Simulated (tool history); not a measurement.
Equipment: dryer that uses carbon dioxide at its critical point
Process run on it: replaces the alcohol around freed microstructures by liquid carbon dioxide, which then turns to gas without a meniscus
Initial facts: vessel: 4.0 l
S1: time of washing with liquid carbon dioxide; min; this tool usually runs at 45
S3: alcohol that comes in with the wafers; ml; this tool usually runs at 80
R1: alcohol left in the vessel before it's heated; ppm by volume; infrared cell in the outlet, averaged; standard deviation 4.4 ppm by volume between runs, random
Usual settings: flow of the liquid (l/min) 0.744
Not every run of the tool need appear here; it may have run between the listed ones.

run 1 hour=0.0 | S1=45 flow_of_the_liquid_(l/min)=0.744 S3=80 | R1=37
run 2 hour=10.3 | S1=45 flow_of_the_liquid_(l/min)=0.744 S3=80 | R1=33
run 3 hour=23.7 | S1=45 flow_of_the_liquid_(l/min)=0.744 S3=80 | R1=39
run 4 hour=37.7 | S1=45 flow_of_the_liquid_(l/min)=0.549 S3=80 | R1=107
run 5 hour=47.4 | S1=45 flow_of_the_liquid_(l/min)=0.711 S3=80 | R1=38
run 6 hour=63.9 | S1=51 flow_of_the_liquid_(l/min)=0.711 S3=80 | R1=33
run 7 hour=79.6 | S1=35 flow_of_the_liquid_(l/min)=0.531 S3=22 | R1=119
run 8 hour=95.7 | S1=29 flow_of_the_liquid_(l/min)=0.496 S3=35 | R1=413
run 9 hour=103.9 | S1=62 flow_of_the_liquid_(l/min)=0.875 S3=26 | R1=21
run 10 hour=115.6 | S1=45 flow_of_the_liquid_(l/min)=0.891 S3=28 | R1=24
run 11 hour=123.4 | S1=48 flow_of_the_liquid_(l/min)=0.483 S3=80 | R1=159

5 ways to go on from here, each from the tool as it stands after run 11. What would each give?
run A hour=140.7 | S1=45 flow_of_the_liquid_(l/min)=0.535 S3=26 | R1=?
run B hour=140.7 | S1=59 flow_of_the_liquid_(l/min)=0.483 S3=80 | R1=?
run C hour=140.7 | S1=45 flow_of_the_liquid_(l/min)=0.909 S3=80 | R1=?
run D hour=140.7 | S1=52 flow_of_the_liquid_(l/min)=0.563 S3=29 | R1=?
run E hour=140.7 | S1=51 flow_of_the_liquid_(l/min)=0.946 S3=53 | R1=?

run=A R1=60
run=B R1=71
run=C R1=25
run=D R1=49
run=E R1=22
Stripped of hidden state, with their random variation kept, the same runs would have yielded:
run=A R1=22
run=B R1=28
run=C R1=3
run=D R1=21
run=E R1=2
